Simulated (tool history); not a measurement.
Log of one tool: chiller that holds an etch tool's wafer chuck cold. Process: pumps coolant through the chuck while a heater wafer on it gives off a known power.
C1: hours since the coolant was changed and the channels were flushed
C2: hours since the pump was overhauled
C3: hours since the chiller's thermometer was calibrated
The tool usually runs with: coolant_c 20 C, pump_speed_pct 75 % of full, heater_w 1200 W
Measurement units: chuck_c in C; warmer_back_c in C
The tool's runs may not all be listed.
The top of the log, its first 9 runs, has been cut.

Run 10, hour 974.5: usual settings but heater_w 1322 W; C1 1210; C2 5161; C3 785. Result: chuck_c 35.6 C, warmer_back_c 6.79 C.
Run 11, hour 1087.3: usual settings but pump_speed_pct 73 % of full; C1 1322; C2 5273; C3 898. Result: chuck_c 34.4 C, warmer_back_c 6.36 C.
Run 12, hour 1161.8: usual settings but pump_speed_pct 73 % of full; C1 1397; C2 5348; C3 972. Result: chuck_c 34.6 C, warmer_back_c 6.38 C.
Run 13, hour 1298.4: usual settings but pump_speed_pct 73 % of full; C1 1533; C2 5485; C3 1109. Result: chuck_c 34.5 C, warmer_back_c 6.37 C.
Run 14, hour 1420.7: usual settings but pump_speed_pct 73 % of full; C1 1656; C2 5607; C3 1231. Result: chuck_c 34.8 C, warmer_back_c 6.39 C.
Run 15, hour 1532.7: usual settings; C1 1768; C2 5719; C3 1343. Result: chuck_c 34.3 C, warmer_back_c 6.26 C.
Run 16, hour 1645.1: usual settings; C1 1880; C2 5831; C3 1456. Result: chuck_c 34.5 C, warmer_back_c 6.20 C.
Run 17, hour 1750.5: usual settings; C1 1986; C2 5937; C3 1561. Result: chuck_c 34.3 C, warmer_back_c 6.25 C.
Run 18, hour 1851.2: usual settings; C1 2086; C2 6037; C3 1662. Result: chuck_c 34.6 C, warmer_back_c 6.21 C.
Run 19, hour 1994.6: usual settings but coolant_c 19 C, pump_speed_pct 74 % of full; C1 2230; C2 6181; C3 1805. Result: chuck_c 33.8 C, warmer_back_c 6.32 C.
Run 20, hour 2074.4: usual settings but coolant_c 27 C; C1 2309; C2 6260; C3 1885. Result: chuck_c 41.8 C, warmer_back_c 6.24 C.
Run 21, hour 2155.5: usual settings but pump_speed_pct 68 % of full, heater_w 1358 W; C1 2391; C2 6342; C3 1966. Result: chuck_c 37.9 C, warmer_back_c 7.81 C.
Run 22, hour 2272.2: usual settings but pump_speed_pct 68 % of full, heater_w 1358 W; C1 2507; C2 6458; C3 2083. Result: chuck_c 37.9 C, warmer_back_c 7.80 C.
Run 23, hour 2355.4: usual settings but pump_speed_pct 68 % of full, heater_w 1358 W; C1 2590; C2 6541; C3 2166. Result: chuck_c 37.8 C, warmer_back_c 7.85 C.
Run 24, hour 2497.4: usual settings but coolant_c 22 C, pump_speed_pct 96 % of full, heater_w 742 W; C1 2732; C2 6684; C3 2308. Result: chuck_c 29.4 C, warmer_back_c 3.01 C.
Run 25, hour 2560.8: usual settings but coolant_c 18 C, pump_speed_pct 70 % of full; C1 2796; C2 6747; C3 2371. Result: chuck_c 33.6 C, warmer_back_c 6.83 C.
Run 26, hour 2695.4: usual settings but coolant_c 18 C, pump_speed_pct 70 % of full; C1 2930; C2 6882; C3 2506. Result: chuck_c 33.6 C, warmer_back_c 6.85 C.
Run 27, hour 2759.1: usual settings but coolant_c 13 C, pump_speed_pct 63 % of full, heater_w 782 W; C1 2994; C2 6945; C3 2570. Result: chuck_c 24.0 C, warmer_back_c 4.96 C.
Run 28, hour 2844.5: usual settings but coolant_c 15 C, pump_speed_pct 76 % of full, heater_w 755 W; C1 3080; C2 7031; C3 2655. Result: chuck_c 24.1 C, warmer_back_c 3.94 C.
At hour 2909.8: chiller's thermometer calibrated.
Run 29, hour 2956.8: usual settings but coolant_c 24 C; C1 3191; C2 7142; C3 47. Result: chuck_c 39.4 C, warmer_back_c 6.39 C.
Run 30, hour 3092.7: usual settings but coolant_c 26 C, pump_speed_pct 74 % of full; C1 3327; C2 7278; C3 183. Result: chuck_c 41.6 C, warmer_back_c 6.53 C.
Run 31, hour 3179.3: usual settings but coolant_c 26 C, pump_speed_pct 74 % of full; C1 3413; C2 7364; C3 270. Result: chuck_c 41.7 C, warmer_back_c 6.40 C.
Run 32, hour 3274.0: usual settings but coolant_c 26 C, pump_speed_pct 74 % of full; C1 3508; C2 7459; C3 364. Result: chuck_c 41.7 C, warmer_back_c 6.43 C.
Run 33, hour 3394.4: usual settings but coolant_c 14 C, pump_speed_pct 70 % of full, heater_w 942 W; C1 3628; C2 7579; C3 485. Result: chuck_c 26.9 C, warmer_back_c 5.39 C.

3 options for the next run, each taken on its own from the tool as it stands now. Forecast them:
Run A, hour 3532.8: usual settings but coolant_c 11 C, pump_speed_pct 70 % of full, heater_w 1337 W; C1 3767; C2 7718; C3 623. Result: chuck_c ?, warmer_back_c ?.
Run B, hour 3532.8: usual settings but coolant_c 14 C, pump_speed_pct 70 % of full, heater_w 652 W; C1 3767; C2 7718; C3 623. Result: chuck_c ?, warmer_back_c ?.
Run C, hour 3532.8: usual settings but coolant_c 14 C, pump_speed_pct 96 % of full, heater_w 637 W; C1 3767; C2 7718; C3 623. Result: chuck_c ?, warmer_back_c ?.

run  chuck_c  warmer_back_c
  A     29.3           7.69
  B     22.9           3.78
  C     21.0           2.57
Take away the tool's hidden state, keep each run's random variation, and the runs would have read:
run  chuck_c  warmer_back_c
  A     26.3           6.87
  B     21.5           3.38
  C     19.9           2.29
